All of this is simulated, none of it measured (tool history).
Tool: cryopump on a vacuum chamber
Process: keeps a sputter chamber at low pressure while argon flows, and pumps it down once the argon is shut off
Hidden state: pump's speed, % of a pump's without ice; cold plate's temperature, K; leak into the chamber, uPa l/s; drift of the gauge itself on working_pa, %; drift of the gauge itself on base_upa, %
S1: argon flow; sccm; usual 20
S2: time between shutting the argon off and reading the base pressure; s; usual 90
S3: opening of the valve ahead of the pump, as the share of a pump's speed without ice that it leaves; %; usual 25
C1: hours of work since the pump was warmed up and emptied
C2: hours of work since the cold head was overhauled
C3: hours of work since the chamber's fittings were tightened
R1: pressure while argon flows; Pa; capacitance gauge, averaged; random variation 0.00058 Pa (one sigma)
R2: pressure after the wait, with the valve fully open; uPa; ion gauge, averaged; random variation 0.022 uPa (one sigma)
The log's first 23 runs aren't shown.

run	hour	S1	S2	S3	C1	C2	C3	R1	R2
24	898.6	15	27	21	622	622	2399	0.0704	2.17
25	933.8	36	122	51	636	636	2413	0.0761	1.02
26	958.2	17	59	17	646	646	2423	0.0972	1.42
27	1004.7	10	90	25	665	665	2442	0.0406	1.15
28	1060.5	10	90	25	688	688	2465	0.0401	1.16
29	1093.3	27	98	28	701	701	2478	0.0990	1.10
30	1130.6	27	98	28	716	716	2493	0.0984	1.15
# hour 1163.0: pump warmed up, emptied and cooled again
31	1191.9	27	22	15	12	739	2516	0.1651	2.42
32	1220.9	27	22	15	23	751	2527	0.1674	2.40
33	1260.9	27	22	15	40	767	2544	0.1662	2.41
34	1294.5	19	90	47	53	780	2557	0.0381	1.05

3 ways to go on from here, each from the tool as it stands after run 34. What would each give?
A	1328.7	25	126	40	67	794	2571	?	?
B	1328.7	12	90	25	67	794	2571	?	?
C	1328.7	20	72	25	67	794	2571	?	?

run	R1	R2
A	0.0582	0.90
B	0.0453	1.03
C	0.0752	1.13
Without the tool's hidden state the same runs would have given:
run	R1	R2
A	0.0572	0.49
B	0.0448	0.61
C	0.0744	0.71

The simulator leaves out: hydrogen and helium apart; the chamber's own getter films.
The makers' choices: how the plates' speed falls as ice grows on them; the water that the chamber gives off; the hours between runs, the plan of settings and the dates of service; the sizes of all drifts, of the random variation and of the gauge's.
